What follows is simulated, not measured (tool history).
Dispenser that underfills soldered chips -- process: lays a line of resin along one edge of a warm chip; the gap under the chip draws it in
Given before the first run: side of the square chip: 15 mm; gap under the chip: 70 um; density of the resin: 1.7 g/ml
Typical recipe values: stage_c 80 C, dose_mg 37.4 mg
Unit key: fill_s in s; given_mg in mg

run 1 hour=0.0 | stage_c=80 dose_mg=37.4 | fill_s=39.0 given_mg=36.81
run 2 hour=5.9 | stage_c=80 dose_mg=37.4 | fill_s=51.6 given_mg=36.64
-- hour=8.7 new syringe of resin
run 3 hour=11.4 | stage_c=80 dose_mg=37.4 | fill_s=40.6 given_mg=36.48
run 4 hour=18.5 | stage_c=80 dose_mg=37.4 | fill_s=55.5 given_mg=36.37
-- hour=19.3 new syringe of resin
-- hour=27.8 dispensing valve cleaned and set on the balance
run 5 hour=28.8 | stage_c=80 dose_mg=37.4 | fill_s=52.6 given_mg=37.36
-- hour=30.7 new syringe of resin
run 6 hour=39.6 | stage_c=80 dose_mg=37.4 | fill_s=54.2 given_mg=37.15
-- hour=41.2 new syringe of resin
run 7 hour=45.8 | stage_c=80 dose_mg=37.4 | fill_s=43.7 given_mg=36.94
-- hour=52.0 new syringe of resin
run 8 hour=53.8 | stage_c=80 dose_mg=37.4 | fill_s=39.3 given_mg=36.66
-- hour=62.7 new syringe of resin
run 9 hour=63.2 | stage_c=79 dose_mg=45.0 | fill_s=37.0 given_mg=44.14

Estimate the outcome of run 10 from the log above:
run 10 hour=69.9 | stage_c=66 dose_mg=39.6 | fill_s=? given_mg=?

{"run 10": {"fill_s": 98.8, "given_mg": 38.56}}
On a tool with no hidden condition, and with the same random variation, this run would have come out at fill_s 78.4 s, given_mg 39.54 mg.
